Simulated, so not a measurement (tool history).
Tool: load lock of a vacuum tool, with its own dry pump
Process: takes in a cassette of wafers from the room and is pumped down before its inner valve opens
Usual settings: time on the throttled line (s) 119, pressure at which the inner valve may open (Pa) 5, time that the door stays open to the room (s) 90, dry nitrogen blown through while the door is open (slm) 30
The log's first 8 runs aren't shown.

run	day	time on the throttled line (s)	pressure at which the inner valve may open (Pa)	time that the door stays open to the room (s)	dry nitrogen blown through while the door is open (slm)	hours that the pump has run since its overhaul	times that the door has closed on its seal	incoming humidity of the room's air, %	time from the closed door until the inner valve may open (s)	rise of the pressure with all valves shut (Pa/min)
9	79.854	119	5	90	4	7046	15821	46.0	156.9	0.090
10	91.858	119	5	90	4	7335	16125	48.4	159.5	0.089
11	103.512	119	5	90	4	7614	16419	49.8	158.0	0.092
12	114.417	119	5	90	4	7876	16695	45.1	159.2	0.090
13	127.133	119	5	90	30	8181	17016	48.4	159.8	0.057
14	138.671	119	5	90	30	8458	17307	45.4	159.1	0.057
15	146.575	119	5	223	30	8648	17507	44.5	159.5	0.063
16	159.821	119	5	223	30	8966	17842	46.1	160.2	0.062
17	171.342	119	5	223	30	9242	18133	41.7	162.8	0.065
18	183.288	205	5	90	30	9529	18435	46.4	237.7	0.058
19	190.133	205	5	90	30	9693	18608	43.7	238.2	0.061
20	196.338	119	5	37	30	9842	18764	47.8	162.5	0.051
21	209.883	119	5	37	30	10167	19107	47.8	162.3	0.052
22	218.129	119	5	236	30	10365	19315	43.3	160.5	0.066
23	227.600	181	8	26	41	10592	19554	43.3	215.8	0.046
24	239.554	131	5	90	30	10879	19856	47.1	173.6	0.063
25	246.775	131	7	69	30	11053	20039	46.3	170.7	0.052

Forecast run 26:
26	254.846	131	7	95	24	11246	20243	44.6	?	?

{"run 26": {"time from the closed door until the inner valve may open (s)": 172.0, "rise of the pressure with all valves shut (Pa/min)": 0.062}}
Without the tool's hidden state the same run would have given time from the closed door until the inner valve may open (s) 164.2, rise of the pressure with all valves shut (Pa/min) 0.020.
